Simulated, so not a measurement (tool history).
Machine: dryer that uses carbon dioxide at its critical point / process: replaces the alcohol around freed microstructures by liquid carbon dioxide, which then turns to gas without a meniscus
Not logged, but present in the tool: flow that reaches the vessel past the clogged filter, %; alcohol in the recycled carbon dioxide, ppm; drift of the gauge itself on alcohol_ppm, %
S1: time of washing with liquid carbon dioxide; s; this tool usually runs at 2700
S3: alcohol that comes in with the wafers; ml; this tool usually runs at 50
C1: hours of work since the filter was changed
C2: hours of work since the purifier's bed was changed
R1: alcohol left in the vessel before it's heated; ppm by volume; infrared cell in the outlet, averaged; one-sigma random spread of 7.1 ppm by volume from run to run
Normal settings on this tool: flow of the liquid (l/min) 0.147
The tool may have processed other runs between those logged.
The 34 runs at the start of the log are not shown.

run 35 hour=374.2 | S1=4080 flow_of_the_liquid_(l/min)=0.219 S3=50 | C1=371 C2=305 | R1=55
run 36 hour=381.1 | S1=2100 flow_of_the_liquid_(l/min)=0.154 S3=50 | C1=376 C2=309 | R1=1354
run 37 hour=387.9 | S1=2100 flow_of_the_liquid_(l/min)=0.154 S3=50 | C1=380 C2=314 | R1=1396
run 38 hour=395.7 | S1=2940 flow_of_the_liquid_(l/min)=0.091 S3=50 | C1=385 C2=318 | R1=2953
run 39 hour=408.8 | S1=2940 flow_of_the_liquid_(l/min)=0.239 S3=44 | C1=393 C2=327 | R1=78
-- hour=412.3 inlet filter changed
run 40 hour=422.6 | S1=2940 flow_of_the_liquid_(l/min)=0.239 S3=107 | C1=6 C2=334 | R1=89
run 41 hour=435.1 | S1=1860 flow_of_the_liquid_(l/min)=0.147 S3=50 | C1=14 C2=342 | R1=1701
run 42 hour=441.8 | S1=1860 flow_of_the_liquid_(l/min)=0.147 S3=50 | C1=18 C2=346 | R1=1715
run 43 hour=454.4 | S1=3360 flow_of_the_liquid_(l/min)=0.147 S3=50 | C1=26 C2=354 | R1=184
run 44 hour=461.8 | S1=2700 flow_of_the_liquid_(l/min)=0.203 S3=29 | C1=31 C2=359 | R1=95
run 45 hour=469.4 | S1=3660 flow_of_the_liquid_(l/min)=0.175 S3=25 | C1=35 C2=363 | R1=82
run 46 hour=482.9 | S1=2340 flow_of_the_liquid_(l/min)=0.25 S3=47 | C1=43 C2=372 | R1=95
run 47 hour=490.1 | S1=2700 flow_of_the_liquid_(l/min)=0.147 S3=90 | C1=48 C2=376 | R1=762

Consider 3 possible next runs. They are alternatives, not a sequence: every one starts from the tool as it was left by run 47. What does each give?
run A hour=505.2 | S1=2700 flow_of_the_liquid_(l/min)=0.177 S3=28 | C1=57 C2=385 | R1=?
run B hour=505.2 | S1=2700 flow_of_the_liquid_(l/min)=0.246 S3=90 | C1=57 C2=385 | R1=?
run C hour=505.2 | S1=2160 flow_of_the_liquid_(l/min)=0.147 S3=90 | C1=57 C2=385 | R1=?

run=A R1=154
run=B R1=103
run=C R1=1867
Without the tool's hidden state the same runs would have given:
run=A R1=72
run=B R1=27
run=C R1=1645

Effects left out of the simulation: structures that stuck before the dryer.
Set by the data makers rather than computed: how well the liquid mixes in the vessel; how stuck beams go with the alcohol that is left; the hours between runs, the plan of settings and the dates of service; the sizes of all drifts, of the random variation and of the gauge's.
